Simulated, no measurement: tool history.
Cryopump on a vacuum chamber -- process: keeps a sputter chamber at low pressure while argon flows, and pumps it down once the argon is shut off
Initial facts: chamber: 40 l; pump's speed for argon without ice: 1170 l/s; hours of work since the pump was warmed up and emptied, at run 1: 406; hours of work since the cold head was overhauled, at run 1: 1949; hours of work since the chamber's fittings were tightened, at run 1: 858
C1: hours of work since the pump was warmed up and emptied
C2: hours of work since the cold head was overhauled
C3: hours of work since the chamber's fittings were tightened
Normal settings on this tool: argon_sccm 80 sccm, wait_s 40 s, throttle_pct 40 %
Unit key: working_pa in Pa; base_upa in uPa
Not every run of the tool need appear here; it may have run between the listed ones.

run 1 hour=0 | argon_sccm=80 wait_s=40 throttle_pct=40 | C1=406 C2=1949 C3=858 | working_pa=0.3117 base_upa=3.84
run 2 hour=65.9 | argon_sccm=156 wait_s=40 throttle_pct=40 | C1=456 C2=1999 C3=908 | working_pa=0.6133 base_upa=3.93
run 3 hour=136.6 | argon_sccm=156 wait_s=40 throttle_pct=40 | C1=509 C2=2052 C3=961 | working_pa=0.617 base_upa=4.27
run 4 hour=238.9 | argon_sccm=80 wait_s=40 throttle_pct=40 | C1=586 C2=2129 C3=1038 | working_pa=0.3213 base_upa=4.53
-- hour=275.4 leaking fittings of the chamber tightened, without venting
run 5 hour=349.9 | argon_sccm=80 wait_s=40 throttle_pct=40 | C1=668 C2=2212 C3=56 | working_pa=0.3264 base_upa=1.91
run 6 hour=400.6 | argon_sccm=80 wait_s=40 throttle_pct=40 | C1=706 C2=2250 C3=94 | working_pa=0.3267 base_upa=2.13
-- hour=453.4 pump warmed up, emptied and cooled again
run 7 hour=455.9 | argon_sccm=80 wait_s=40 throttle_pct=40 | C1=2 C2=2288 C3=132 | working_pa=0.2929 base_upa=2.1
run 8 hour=569.8 | argon_sccm=80 wait_s=40 throttle_pct=40 | C1=88 C2=2373 C3=218 | working_pa=0.299 base_upa=2.3
run 9 hour=655.7 | argon_sccm=80 wait_s=40 throttle_pct=16 | C1=153 C2=2438 C3=283 | working_pa=0.7386 base_upa=2.53
run 10 hour=723 | argon_sccm=80 wait_s=40 throttle_pct=16 | C1=203 C2=2489 C3=334 | working_pa=0.7383 base_upa=2.66
run 11 hour=830.1 | argon_sccm=49 wait_s=40 throttle_pct=40 | C1=284 C2=2570 C3=414 | working_pa=0.1871 base_upa=2.9
run 12 hour=919.8 | argon_sccm=49 wait_s=40 throttle_pct=40 | C1=352 C2=2637 C3=482 | working_pa=0.1874 base_upa=3.1
run 13 hour=999.8 | argon_sccm=80 wait_s=40 throttle_pct=40 | C1=412 C2=2697 C3=542 | working_pa=0.3095 base_upa=3.24
run 14 hour=1089.2 | argon_sccm=80 wait_s=40 throttle_pct=40 | C1=479 C2=2765 C3=610 | working_pa=0.3147 base_upa=3.61
run 15 hour=1173 | argon_sccm=80 wait_s=246 throttle_pct=40 | C1=542 C2=2828 C3=673 | working_pa=0.3175 base_upa=2.58
run 16 hour=1248.4 | argon_sccm=80 wait_s=40 throttle_pct=40 | C1=599 C2=2885 C3=730 | working_pa=0.3206 base_upa=4.08
run 17 hour=1326.7 | argon_sccm=80 wait_s=124 throttle_pct=40 | C1=658 C2=2944 C3=788 | working_pa=0.324 base_upa=3.22
run 18 hour=1381.9 | argon_sccm=147 wait_s=40 throttle_pct=40 | C1=700 C2=2985 C3=830 | working_pa=0.5996 base_upa=4.44
run 19 hour=1429.9 | argon_sccm=147 wait_s=40 throttle_pct=40 | C1=736 C2=3022 C3=866 | working_pa=0.6 base_upa=4.61
-- hour=1442.7 pump warmed up, emptied and cooled again
run 20 hour=1538.8 | argon_sccm=147 wait_s=40 throttle_pct=40 | C1=72 C2=3100 C3=945 | working_pa=0.5434 base_upa=4.15
run 21 hour=1594.2 | argon_sccm=145 wait_s=103 throttle_pct=18 | C1=114 C2=3142 C3=986 | working_pa=1.1792 base_upa=3.47
run 22 hour=1683.7 | argon_sccm=145 wait_s=103 throttle_pct=18 | C1=182 C2=3209 C3=1054 | working_pa=1.1814 base_upa=3.72
-- hour=1703.9 leaking fittings of the chamber tightened, without venting
run 23 hour=1734.5 | argon_sccm=145 wait_s=103 throttle_pct=18 | C1=218 C2=3246 C3=23 | working_pa=1.1867 base_upa=0.94
run 24 hour=1786.8 | argon_sccm=69 wait_s=189 throttle_pct=18 | C1=258 C2=3285 C3=62 | working_pa=0.5668 base_upa=0.76
run 25 hour=1861.8 | argon_sccm=69 wait_s=189 throttle_pct=18 | C1=314 C2=3342 C3=119 | working_pa=0.5686 base_upa=0.9
run 26 hour=1971.9 | argon_sccm=46 wait_s=40 throttle_pct=21 | C1=397 C2=3425 C3=202 | working_pa=0.3308 base_upa=2.36
run 27 hour=2087 | argon_sccm=32 wait_s=23 throttle_pct=33 | C1=484 C2=3512 C3=289 | working_pa=0.1496 base_upa=3.62
run 28 hour=2143.5 | argon_sccm=80 wait_s=40 throttle_pct=35 | C1=527 C2=3554 C3=331 | working_pa=0.3577 base_upa=2.83
run 29 hour=2238.3 | argon_sccm=80 wait_s=40 throttle_pct=35 | C1=598 C2=3626 C3=403 | working_pa=0.3633 base_upa=3.07
run 30 hour=2293 | argon_sccm=100 wait_s=60 throttle_pct=40 | C1=639 C2=3667 C3=444 | working_pa=0.4039 base_upa=2.76
run 31 hour=2346.2 | argon_sccm=75 wait_s=40 throttle_pct=30 | C1=679 C2=3707 C3=484 | working_pa=0.3962 base_upa=3.36
-- hour=2431.1 pump warmed up, emptied and cooled again
run 32 hour=2451 | argon_sccm=121 wait_s=107 throttle_pct=49 | C1=15 C2=3782 C3=559 | working_pa=0.3663 base_upa=2.24
run 33 hour=2555.9 | argon_sccm=80 wait_s=86 throttle_pct=39 | C1=94 C2=3861 C3=638 | working_pa=0.3044 base_upa=2.7
run 34 hour=2636.4 | argon_sccm=80 wait_s=86 throttle_pct=39 | C1=155 C2=3922 C3=699 | working_pa=0.3083 base_upa=2.8
run 35 hour=2739.9 | argon_sccm=65 wait_s=40 throttle_pct=40 | C1=233 C2=4000 C3=777 | working_pa=0.2472 base_upa=3.92

For some of the steps in working_pa from one run to the next: how much would appear even if the tool had no hidden state, given the settings, what came in and random variation, and how much remains for the hidden state plus any gauge scatter that the measured result and the result without hidden state don't share?
Hidden state at play: pump's speed, % of a pump's without ice; cold plate's temperature, K; leak into the chamber, uPa l/s; drift of the gauge itself on working_pa, %; drift of the gauge itself on base_upa, %.
Run 6 -> 7: pump warmed up, emptied and cooled again. working_pa -0.0338 Pa: hidden state -0.0357, all else +0.0019.
Run 10 -> 11: argon_sccm 80 -> 49, throttle_pct 16 -> 40. working_pa -0.5512 Pa: hidden state -0.0026, all else -0.5486.
Run 17 -> 18: argon_sccm 80 -> 147, wait_s 124 -> 40. working_pa +0.2756 Pa: hidden state +0.0338, all else +0.2418.
Run 19 -> 20: pump warmed up, emptied and cooled again. working_pa -0.0566 Pa: hidden state -0.0589, all else +0.0023.
Run 20 -> 21: argon_sccm 147 -> 145, wait_s 40 -> 103, throttle_pct 40 -> 18. working_pa +0.6358 Pa: hidden state +0.0028, all else +0.633.
Run 23 -> 24: argon_sccm 145 -> 69, wait_s 103 -> 189. working_pa -0.6199 Pa: hidden state -0.0113, all else -0.6086.

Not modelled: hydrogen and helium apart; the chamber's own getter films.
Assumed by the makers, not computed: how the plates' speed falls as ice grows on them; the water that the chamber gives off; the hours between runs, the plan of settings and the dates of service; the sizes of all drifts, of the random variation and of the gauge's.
